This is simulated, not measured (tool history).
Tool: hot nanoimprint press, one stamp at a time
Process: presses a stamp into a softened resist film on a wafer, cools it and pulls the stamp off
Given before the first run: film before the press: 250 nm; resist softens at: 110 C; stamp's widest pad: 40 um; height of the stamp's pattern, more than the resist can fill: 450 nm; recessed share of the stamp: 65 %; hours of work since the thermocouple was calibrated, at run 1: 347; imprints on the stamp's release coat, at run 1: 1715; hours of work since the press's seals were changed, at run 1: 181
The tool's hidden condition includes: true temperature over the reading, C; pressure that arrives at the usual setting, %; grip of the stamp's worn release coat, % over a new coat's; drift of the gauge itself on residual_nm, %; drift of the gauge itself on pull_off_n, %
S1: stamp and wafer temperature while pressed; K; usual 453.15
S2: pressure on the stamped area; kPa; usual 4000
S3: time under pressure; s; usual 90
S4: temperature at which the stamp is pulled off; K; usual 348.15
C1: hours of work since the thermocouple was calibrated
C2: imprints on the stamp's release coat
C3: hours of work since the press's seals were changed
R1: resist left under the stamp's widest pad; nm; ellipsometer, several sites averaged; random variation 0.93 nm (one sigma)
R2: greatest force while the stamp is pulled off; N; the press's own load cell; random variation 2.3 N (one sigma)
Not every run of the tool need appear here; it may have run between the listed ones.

run,day,S1,S2,S3,S4,C1,C2,C3,R1,R2
1,0,453.15,4000,90,348.15,347,1715,181,152.6,139
# day 0.917: stamp cleaned and given a new release coat
2,1.008,453.15,4000,90,348.15,356,8,190,151.1,115
3,1.871,453.15,2670,90,348.15,366,83,200,173,116
# day 2.679: plate thermocouple calibrated
4,2.979,453.15,2670,90,348.15,3,168,212,175.9,116
5,3.5,453.15,2670,90,348.15,10,214,218,172.6,111
6,4.029,453.15,2670,90,348.15,16,260,224,175,113
7,4.954,453.15,2670,90,348.15,27,341,235,176.3,115
8,5.746,453.15,4000,129,348.15,36,409,244,139.3,119
# day 6.021: plate thermocouple calibrated, once more
9,6.754,453.15,4000,90,348.15,9,486,255,141.6,118
10,7.246,453.15,4000,90,348.15,14,529,260,141.4,122
11,7.762,453.15,4000,90,348.15,20,574,266,141.6,120
12,8.796,453.15,4000,90,339.15,32,664,278,141.4,123
13,9.775,453.15,4000,90,348.15,44,749,290,141.3,124
14,10.412,453.15,3700,90,348.15,51,804,297,146.7,117
15,11.396,453.15,4580,90,348.15,63,890,309,135.8,121
16,11.933,453.15,4580,90,348.15,69,937,315,137.5,123
17,12.671,453.15,4580,90,348.15,78,1000,324,135.5,125
18,13.396,453.15,4000,90,348.15,86,1064,332,142.9,127
19,13.888,453.15,4000,90,338.15,92,1106,338,143.6,139
20,14.579,453.15,4000,90,338.15,100,1167,346,143.4,134
21,15.204,453.15,3680,90,348.15,108,1221,354,147.8,126
22,16.275,451.15,4690,90,341.15,120,1314,366,150.4,137
23,16.758,454.15,5670,68,348.15,126,1356,372,133.8,134
24,17.392,456.15,4000,90,348.15,133,1411,379,126,130
25,18.296,451.15,4000,56,348.15,144,1490,390,182.2,135
26,18.892,444.15,2940,126,348.15,151,1542,397,200.1,136
27,19.362,454.15,2740,81,355.15,156,1583,402,161.7,128
28,20.112,454.15,3160,81,355.15,165,1648,411,154.8,123
29,20.821,449.15,3160,53,341.15,173,1709,419,202.8,145
30,21.383,449.15,3160,53,341.15,180,1758,426,202.6,144
# day 21.85: stamp cleaned and given a new release coat
31,22.504,449.15,2910,70,344.15,190,57,436,195.1,118

Hidden state or all else? Some run-to-run changes of R1, split into what the settings, what came in and random variation would give without the hidden state, and what is left for the hidden state (with any gauge scatter that isn't in both results):
Run 3 -> 4: plate thermocouple calibrated. R1 +2.9 nm: hidden state +2.5, all else +0.4.
Run 8 -> 9: S3 129 -> 90, plate thermocouple calibrated, once more. R1 +2.3 nm: hidden state -14.1, all else +16.4.
Run 24 -> 25: S1 456.15 -> 451.15, S3 90 -> 56. R1 +56.2 nm: hidden state +0.5, all else +55.7.
Run 26 -> 27: S1 444.15 -> 454.15, S2 2940 -> 2740, S3 126 -> 81, S4 348.15 -> 355.15. R1 -38.4 nm: hidden state +0.6, all else -39.
Run 28 -> 29: S1 454.15 -> 449.15, S3 81 -> 53, S4 355.15 -> 341.15. R1 +48 nm: hidden state -0.8, all else +48.8.
